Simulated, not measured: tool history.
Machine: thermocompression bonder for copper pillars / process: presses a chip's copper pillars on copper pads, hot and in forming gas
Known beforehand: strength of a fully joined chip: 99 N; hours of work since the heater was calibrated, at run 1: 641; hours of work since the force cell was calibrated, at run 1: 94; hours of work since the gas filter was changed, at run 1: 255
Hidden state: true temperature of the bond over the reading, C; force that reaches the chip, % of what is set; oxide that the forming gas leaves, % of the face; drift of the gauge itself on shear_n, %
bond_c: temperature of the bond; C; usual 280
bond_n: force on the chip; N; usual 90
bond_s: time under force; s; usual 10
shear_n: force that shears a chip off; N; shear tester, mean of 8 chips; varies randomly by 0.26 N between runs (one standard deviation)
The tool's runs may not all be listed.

run    day  bond_c  bond_n  bond_s  hours of work since the heater was calibrated  hours of work since the force cell was calibrated  hours of work since the gas filter was changed  shear_n
  1      0     280      90      10                                            641                                                 94                                             255     68.2
  2  0.254     280      90      10                                            644                                                 98                                             259     68.4
  3  0.654     280      90      10                                            650                                                103                                             264     67.7
  4   0.95     280      90       9                                            654                                                108                                             269     65.9
  5  1.229     280      90       9                                            658                                                111                                             272       66
  6  1.446     280      90      10                                            661                                                115                                             275     68.3
  7  1.921     280      90      10                                            668                                                121                                             282     67.9
       2.3  -- forming gas filter changed
  8    2.3     280      90      10                                            673                                                126                                               0       68
  9  2.704     258      71      10                                            678                                                132                                               6     45.3
 10  2.992     304      90      10                                            682                                                136                                              10     78.9
 11  3.425     263     118      17                                            688                                                142                                              16       80
 12  3.825     269     111      11                                            694                                                147                                              21     73.2

What does the tool deliver on the next run?
 13  4.129     269     111      11                                            698                                                152                                              26        ?

shear_n: 73.5 N
Had the tool carried no hidden state, the very same run would have given shear_n 74.3 N.
